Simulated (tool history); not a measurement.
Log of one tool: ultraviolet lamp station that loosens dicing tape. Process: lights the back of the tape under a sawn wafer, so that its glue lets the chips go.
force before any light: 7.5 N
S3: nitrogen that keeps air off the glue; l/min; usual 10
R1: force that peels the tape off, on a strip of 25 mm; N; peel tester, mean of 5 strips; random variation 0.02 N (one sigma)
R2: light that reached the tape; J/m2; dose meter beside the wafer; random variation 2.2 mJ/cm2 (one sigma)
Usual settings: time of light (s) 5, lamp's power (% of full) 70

Run 1, day 0.000: usual settings. Result: R1 1.348 N, R2 1510 J/m2.
Run 2, day 0.338: usual settings but S3 4 l/min. Result: R1 2.247 N, R2 1510 J/m2.
Run 3, day 0.792: usual settings but lamp's power (% of full) 85. Result: R1 0.977 N, R2 1810 J/m2.
Run 4, day 1.096: usual settings but lamp's power (% of full) 85. Result: R1 0.972 N, R2 1820 J/m2.
Run 5, day 1.421: usual settings. Result: R1 1.385 N, R2 1480 J/m2.
Run 6, day 1.888: usual settings but lamp's power (% of full) 82. Result: R1 1.079 N, R2 1680 J/m2.
Run 7, day 2.433: usual settings. Result: R1 1.440 N, R2 1490 J/m2.
Run 8, day 2.733: usual settings. Result: R1 1.472 N, R2 1420 J/m2.
Run 9, day 2.971: usual settings. Result: R1 1.463 N, R2 1460 J/m2.
Run 10, day 3.354: usual settings. Result: R1 1.460 N, R2 1490 J/m2.
Run 11, day 3.771: usual settings. Result: R1 1.499 N, R2 1460 J/m2.
Run 12, day 4.233: usual settings. Result: R1 1.506 N, R2 1450 J/m2.
At day 4.292: window cleaned of glue's vapour.
Run 13, day 4.600: usual settings. Result: R1 1.337 N, R2 1580 J/m2.
Run 14, day 4.846: usual settings. Result: R1 1.298 N, R2 1580 J/m2.
Run 15, day 5.117: usual settings. Result: R1 1.312 N, R2 1540 J/m2.
Run 16, day 5.529: usual settings. Result: R1 1.278 N, R2 1520 J/m2.
Run 17, day 6.021: usual settings. Result: R1 1.306 N, R2 1520 J/m2.
Run 18, day 6.471: usual settings. Result: R1 1.333 N, R2 1500 J/m2.
Run 19, day 7.021: usual settings but time of light (s) 10. Result: R1 0.322 N, R2 3010 J/m2.
Run 20, day 7.354: usual settings but S3 16 l/min. Result: R1 0.980 N, R2 1500 J/m2.
Run 21, day 7.854: usual settings but S3 16 l/min. Result: R1 1.025 N, R2 1480 J/m2.
Run 22, day 8.262: usual settings but S3 16 l/min. Result: R1 1.009 N, R2 1500 J/m2.
Run 23, day 8.838: usual settings but lamp's power (% of full) 81, S3 4 l/min. Result: R1 1.916 N, R2 1730 J/m2.
Run 24, day 9.096: usual settings but time of light (s) 6, S3 12 l/min. Result: R1 0.907 N, R2 1750 J/m2.
Run 25, day 9.400: usual settings but time of light (s) 6, S3 12 l/min. Result: R1 0.904 N, R2 1780 J/m2.
Run 26, day 9.892: usual settings but time of light (s) 6, S3 12 l/min. Result: R1 0.919 N, R2 1760 J/m2.
Run 27, day 10.133: usual settings but time of light (s) 6, S3 6 l/min. Result: R1 1.492 N, R2 1760 J/m2.
Run 28, day 10.550: usual settings but time of light (s) 2, lamp's power (% of full) 87, S3 6 l/min. Result: R1 3.958 N, R2 730 J/m2.
Run 29, day 11.000: usual settings but time of light (s) 2, lamp's power (% of full) 87, S3 6 l/min. Result: R1 3.756 N, R2 680 J/m2.
Run 30, day 11.271: usual settings but S3 18 l/min. Result: R1 1.032 N, R2 1410 J/m2.
Run 31, day 11.821: usual settings but S3 18 l/min. Result: R1 1.001 N, R2 1460 J/m2.
Run 32, day 12.346: usual settings but S3 8 l/min. Result: R1 1.691 N, R2 1410 J/m2.
Run 33, day 12.612: usual settings but time of light (s) 4, lamp's power (% of full) 77, S3 8 l/min. Result: R1 2.065 N, R2 1220 J/m2.
Run 34, day 13.004: usual settings but time of light (s) 4, lamp's power (% of full) 77, S3 8 l/min. Result: R1 2.083 N, R2 1270 J/m2.
Run 35, day 13.279: usual settings but time of light (s) 3, lamp's power (% of full) 94, S3 3 l/min. Result: R1 3.463 N, R2 1110 J/m2.
Run 36, day 13.804: usual settings but time of light (s) 3, lamp's power (% of full) 94, S3 3 l/min. Result: R1 3.500 N, R2 1070 J/m2.
Run 37, day 14.083: usual settings but time of light (s) 6, lamp's power (% of full) 74, S3 3 l/min. Result: R1 2.143 N, R2 1750 J/m2.
Run 38, day 14.454: usual settings but time of light (s) 8, S3 8 l/min. Result: R1 0.782 N, R2 2220 J/m2.
Run 39, day 14.775: usual settings but time of light (s) 9, lamp's power (% of full) 94. Result: R1 0.255 N, R2 3300 J/m2.
Run 40, day 15.225: usual settings but time of light (s) 9, lamp's power (% of full) 95, S3 5 l/min. Result: R1 0.492 N, R2 3360 J/m2.
Run 41, day 15.712: usual settings but time of light (s) 9, lamp's power (% of full) 78, S3 5 l/min. Result: R1 0.796 N, R2 2740 J/m2.
Run 42, day 16.271: usual settings but time of light (s) 9, lamp's power (% of full) 78, S3 5 l/min. Result: R1 0.788 N, R2 2720 J/m2.

The next listed run, before its measurement:
Run 43, day 16.683: usual settings but time of light (s) 9, lamp's power (% of full) 78, S3 5 l/min. Result: R1 ?, R2 ?.

{"run 43": {"R1": 0.802, "R2": 2700}}
Without the tool's hidden state the same run would have given R1 0.420 N, R2 3630 J/m2.
